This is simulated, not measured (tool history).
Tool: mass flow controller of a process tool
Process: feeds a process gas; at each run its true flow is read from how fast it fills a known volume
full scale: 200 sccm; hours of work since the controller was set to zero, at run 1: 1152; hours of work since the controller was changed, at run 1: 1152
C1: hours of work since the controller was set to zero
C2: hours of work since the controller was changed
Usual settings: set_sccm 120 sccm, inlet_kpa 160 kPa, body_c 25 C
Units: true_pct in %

{"run": 1, "hour": 0.0, "set_sccm": 120, "inlet_kpa": 160, "body_c": 25, "C1": 1152, "C2": 1152, "true_pct": 99.55}
{"run": 2, "hour": 89.4, "set_sccm": 120, "inlet_kpa": 160, "body_c": 25, "C1": 1203, "C2": 1203, "true_pct": 99.63}
{"run": 3, "hour": 149.8, "set_sccm": 120, "inlet_kpa": 160, "body_c": 38, "C1": 1238, "C2": 1238, "true_pct": 98.73}
{"run": 4, "hour": 256.6, "set_sccm": 120, "inlet_kpa": 160, "body_c": 23, "C1": 1298, "C2": 1298, "true_pct": 99.76}
{"run": 5, "hour": 330.8, "set_sccm": 120, "inlet_kpa": 160, "body_c": 23, "C1": 1341, "C2": 1341, "true_pct": 99.83}
{"run": 6, "hour": 443.4, "set_sccm": 120, "inlet_kpa": 160, "body_c": 23, "C1": 1405, "C2": 1405, "true_pct": 99.69}
{"run": 7, "hour": 514.8, "set_sccm": 120, "inlet_kpa": 160, "body_c": 23, "C1": 1445, "C2": 1445, "true_pct": 99.77}
{"run": 8, "hour": 627.5, "set_sccm": 120, "inlet_kpa": 160, "body_c": 23, "C1": 1510, "C2": 1510, "true_pct": 99.71}
{"run": 9, "hour": 724.3, "set_sccm": 120, "inlet_kpa": 160, "body_c": 25, "C1": 1565, "C2": 1565, "true_pct": 99.75}
{"run": 10, "hour": 822.8, "set_sccm": 28, "inlet_kpa": 199, "body_c": 25, "C1": 1621, "C2": 1621, "true_pct": 99.33}
{"run": 11, "hour": 926.4, "set_sccm": 78, "inlet_kpa": 205, "body_c": 23, "C1": 1680, "C2": 1680, "true_pct": 99.3}
{"run": 12, "hour": 983.8, "set_sccm": 78, "inlet_kpa": 205, "body_c": 23, "C1": 1712, "C2": 1712, "true_pct": 99.37}
{"run": 13, "hour": 1089.1, "set_sccm": 66, "inlet_kpa": 209, "body_c": 36, "C1": 1772, "C2": 1772, "true_pct": 98.34}
{"run": 14, "hour": 1165.4, "set_sccm": 66, "inlet_kpa": 209, "body_c": 36, "C1": 1816, "C2": 1816, "true_pct": 98.43}
{"run": 15, "hour": 1240.2, "set_sccm": 66, "inlet_kpa": 209, "body_c": 36, "C1": 1858, "C2": 1858, "true_pct": 98.3}
{"run": 16, "hour": 1342.4, "set_sccm": 29, "inlet_kpa": 269, "body_c": 28, "C1": 1917, "C2": 1917, "true_pct": 99.08}
{"run": 17, "hour": 1434.4, "set_sccm": 139, "inlet_kpa": 254, "body_c": 29, "C1": 1969, "C2": 1969, "true_pct": 99.49}
{"run": 18, "hour": 1555.0, "set_sccm": 139, "inlet_kpa": 200, "body_c": 29, "C1": 2038, "C2": 2038, "true_pct": 99.84}

5 ways to go on from here, each from the tool as it stands after run 18. What would each give?
{"run": "A", "hour": 1649.8, "set_sccm": 21, "inlet_kpa": 165, "body_c": 25, "C1": 2092, "C2": 2092, "true_pct": "?"}
{"run": "B", "hour": 1649.8, "set_sccm": 120, "inlet_kpa": 160, "body_c": 20, "C1": 2092, "C2": 2092, "true_pct": "?"}
{"run": "C", "hour": 1649.8, "set_sccm": 132, "inlet_kpa": 159, "body_c": 39, "C1": 2092, "C2": 2092, "true_pct": "?"}
{"run": "D", "hour": 1649.8, "set_sccm": 27, "inlet_kpa": 154, "body_c": 25, "C1": 2092, "C2": 2092, "true_pct": "?"}
{"run": "E", "hour": 1649.8, "set_sccm": 36, "inlet_kpa": 194, "body_c": 25, "C1": 2092, "C2": 2092, "true_pct": "?"}

run=A true_pct=100.40
run=B true_pct=100.26
run=C true_pct=99.09
run=D true_pct=99.91
run=E true_pct=99.45
Without the tool's hidden state the same runs would have given:
run=A true_pct=97.14
run=B true_pct=99.10
run=C true_pct=97.97
run=D true_pct=97.22
run=E true_pct=97.25
